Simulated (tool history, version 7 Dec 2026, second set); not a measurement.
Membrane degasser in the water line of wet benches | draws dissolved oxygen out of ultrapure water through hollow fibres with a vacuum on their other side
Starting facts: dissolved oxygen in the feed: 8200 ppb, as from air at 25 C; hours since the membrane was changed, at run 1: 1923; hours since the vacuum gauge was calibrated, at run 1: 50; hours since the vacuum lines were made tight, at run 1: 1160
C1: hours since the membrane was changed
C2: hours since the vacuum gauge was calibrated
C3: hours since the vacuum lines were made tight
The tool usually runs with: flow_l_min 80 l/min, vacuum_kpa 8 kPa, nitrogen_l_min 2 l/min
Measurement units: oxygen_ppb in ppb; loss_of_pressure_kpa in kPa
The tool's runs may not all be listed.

run 1 day=0 | flow_l_min=80 vacuum_kpa=8 nitrogen_l_min=2 | C1=1923 C2=50 C3=1160 | oxygen_ppb=369.1 loss_of_pressure_kpa=37
run 2 day=6.508 | flow_l_min=80 vacuum_kpa=8 nitrogen_l_min=2 | C1=2079 C2=206 C3=1316 | oxygen_ppb=373.8 loss_of_pressure_kpa=36.61
run 3 day=11.946 | flow_l_min=80 vacuum_kpa=8 nitrogen_l_min=2 | C1=2210 C2=337 C3=1446 | oxygen_ppb=378.2 loss_of_pressure_kpa=37.07
run 4 day=21.762 | flow_l_min=80 vacuum_kpa=11.87 nitrogen_l_min=2 | C1=2445 C2=572 C3=1682 | oxygen_ppb=664.4 loss_of_pressure_kpa=36.94
run 5 day=26.8 | flow_l_min=80 vacuum_kpa=8 nitrogen_l_min=2.12 | C1=2566 C2=693 C3=1803 | oxygen_ppb=355.5 loss_of_pressure_kpa=37.16
run 6 day=35.271 | flow_l_min=80 vacuum_kpa=8 nitrogen_l_min=2.12 | C1=2769 C2=896 C3=2006 | oxygen_ppb=359 loss_of_pressure_kpa=36.99
run 7 day=42.692 | flow_l_min=80 vacuum_kpa=8 nitrogen_l_min=2 | C1=2948 C2=1075 C3=2184 | oxygen_ppb=372.8 loss_of_pressure_kpa=37.27
run 8 day=50.154 | flow_l_min=80 vacuum_kpa=8 nitrogen_l_min=2 | C1=3127 C2=1254 C3=2363 | oxygen_ppb=369.9 loss_of_pressure_kpa=37.14
run 9 day=56.804 | flow_l_min=80 vacuum_kpa=8 nitrogen_l_min=2 | C1=3286 C2=1413 C3=2523 | oxygen_ppb=368.1 loss_of_pressure_kpa=36.97
run 10 day=66.054 | flow_l_min=80 vacuum_kpa=8 nitrogen_l_min=2 | C1=3508 C2=1635 C3=2745 | oxygen_ppb=375.9 loss_of_pressure_kpa=37.35
run 11 day=76.017 | flow_l_min=80 vacuum_kpa=8 nitrogen_l_min=2 | C1=3747 C2=1874 C3=2984 | oxygen_ppb=367.2 loss_of_pressure_kpa=37.52
run 12 day=83.004 | flow_l_min=80 vacuum_kpa=8 nitrogen_l_min=2 | C1=3915 C2=2042 C3=3152 | oxygen_ppb=377.3 loss_of_pressure_kpa=37.49
run 13 day=91.733 | flow_l_min=80 vacuum_kpa=8 nitrogen_l_min=2 | C1=4125 C2=2252 C3=3361 | oxygen_ppb=374.2 loss_of_pressure_kpa=37.18
run 14 day=96.858 | flow_l_min=80 vacuum_kpa=8 nitrogen_l_min=2 | C1=4248 C2=2375 C3=3484 | oxygen_ppb=369.8 loss_of_pressure_kpa=37.75
run 15 day=102.288 | flow_l_min=80 vacuum_kpa=8 nitrogen_l_min=2 | C1=4378 C2=2505 C3=3614 | oxygen_ppb=375 loss_of_pressure_kpa=37.53
run 16 day=111.754 | flow_l_min=80 vacuum_kpa=8 nitrogen_l_min=2 | C1=4605 C2=2732 C3=3842 | oxygen_ppb=372.7 loss_of_pressure_kpa=37.55
run 17 day=115.846 | flow_l_min=81 vacuum_kpa=19.06 nitrogen_l_min=4.54 | C1=4703 C2=2830 C3=3940 | oxygen_ppb=602.2 loss_of_pressure_kpa=37.96
run 18 day=122.725 | flow_l_min=81 vacuum_kpa=19.06 nitrogen_l_min=4.54 | C1=4868 C2=2995 C3=4105 | oxygen_ppb=603.3 loss_of_pressure_kpa=38.19
-- day=126.421 seals of the vacuum lines changed
run 19 day=129.738 | flow_l_min=80 vacuum_kpa=7.46 nitrogen_l_min=5.23 | C1=5035 C2=3162 C3=80 | oxygen_ppb=148.3 loss_of_pressure_kpa=37.89
run 20 day=139.188 | flow_l_min=57 vacuum_kpa=9.75 nitrogen_l_min=1.49 | C1=5261 C2=3388 C3=306 | oxygen_ppb=490.2 loss_of_pressure_kpa=26.67
run 21 day=145 | flow_l_min=57 vacuum_kpa=9.75 nitrogen_l_min=1.49 | C1=5401 C2=3528 C3=446 | oxygen_ppb=476.2 loss_of_pressure_kpa=26.88
-- day=146.754 gauge calibrated
run 22 day=153.679 | flow_l_min=65 vacuum_kpa=11.15 nitrogen_l_min=3.7 | C1=5609 C2=3736 C3=654 | oxygen_ppb=304.1 loss_of_pressure_kpa=29.8
run 23 day=161.467 | flow_l_min=65 vacuum_kpa=11.15 nitrogen_l_min=3.7 | C1=5796 C2=3923 C3=841 | oxygen_ppb=298.7 loss_of_pressure_kpa=30.07
run 24 day=169.158 | flow_l_min=65 vacuum_kpa=16.11 nitrogen_l_min=1.06 | C1=5981 C2=4108 C3=1026 | oxygen_ppb=1272.9 loss_of_pressure_kpa=30.09
run 25 day=174.962 | flow_l_min=83 vacuum_kpa=12.32 nitrogen_l_min=2 | C1=6120 C2=4247 C3=1165 | oxygen_ppb=711.5 loss_of_pressure_kpa=38.11
run 26 day=184.5 | flow_l_min=83 vacuum_kpa=12.32 nitrogen_l_min=2 | C1=6349 C2=4476 C3=1394 | oxygen_ppb=695 loss_of_pressure_kpa=38.57
run 27 day=191.2 | flow_l_min=83 vacuum_kpa=5.43 nitrogen_l_min=2.4 | C1=6510 C2=4637 C3=1555 | oxygen_ppb=160.3 loss_of_pressure_kpa=38.71
-- day=194.862 vacuum gauge calibrated
run 28 day=197.396 | flow_l_min=82 vacuum_kpa=5.43 nitrogen_l_min=1.91 | C1=6658 C2=61 C3=1703 | oxygen_ppb=185.7 loss_of_pressure_kpa=37.95
run 29 day=205.758 | flow_l_min=80 vacuum_kpa=6.42 nitrogen_l_min=3.35 | C1=6859 C2=262 C3=1904 | oxygen_ppb=170 loss_of_pressure_kpa=37.35
run 30 day=211.246 | flow_l_min=80 vacuum_kpa=7.9 nitrogen_l_min=2 | C1=6990 C2=393 C3=2035 | oxygen_ppb=362.3 loss_of_pressure_kpa=37.16
run 31 day=220.083 | flow_l_min=123 vacuum_kpa=10.09 nitrogen_l_min=2 | C1=7202 C2=605 C3=2247 | oxygen_ppb=724.7 loss_of_pressure_kpa=57.45
run 32 day=229.767 | flow_l_min=56 vacuum_kpa=8 nitrogen_l_min=1.27 | C1=7435 C2=838 C3=2480 | oxygen_ppb=408.1 loss_of_pressure_kpa=26.45

A few steps of loss_of_pressure_kpa between consecutive runs. Split each: what settings, incoming material and random variation would produce without the hidden state, and what is left over for the hidden state, along with gauge scatter present in only one of the two compared results (measured, and without hidden state):
Hidden state at play: membrane still open, %; true pressure behind the membrane over the reading, kPa; air that leaks in behind the membrane, l/min; drift of the gauge itself on oxygen_ppb, %; drift of the gauge itself on loss_of_pressure_kpa, %.
Run 19 -> 20: flow_l_min 80 -> 57, vacuum_kpa 7.46 -> 9.75, nitrogen_l_min 5.23 -> 1.49. loss_of_pressure_kpa -11.22 kPa: hidden state -0.2, all else -11.02.
Run 21 -> 22: flow_l_min 57 -> 65, vacuum_kpa 9.75 -> 11.15, nitrogen_l_min 1.49 -> 3.7, gauge calibrated. loss_of_pressure_kpa +2.92 kPa: hidden state -0.63, all else +3.55.
Run 30 -> 31: flow_l_min 80 -> 123, vacuum_kpa 7.9 -> 10.09. loss_of_pressure_kpa +20.29 kPa: hidden state +0.33, all else +19.96.
Run 31 -> 32: flow_l_min 123 -> 56, vacuum_kpa 10.09 -> 8, nitrogen_l_min 2 -> 1.27. loss_of_pressure_kpa -31 kPa: hidden state -0.37, all else -30.63.

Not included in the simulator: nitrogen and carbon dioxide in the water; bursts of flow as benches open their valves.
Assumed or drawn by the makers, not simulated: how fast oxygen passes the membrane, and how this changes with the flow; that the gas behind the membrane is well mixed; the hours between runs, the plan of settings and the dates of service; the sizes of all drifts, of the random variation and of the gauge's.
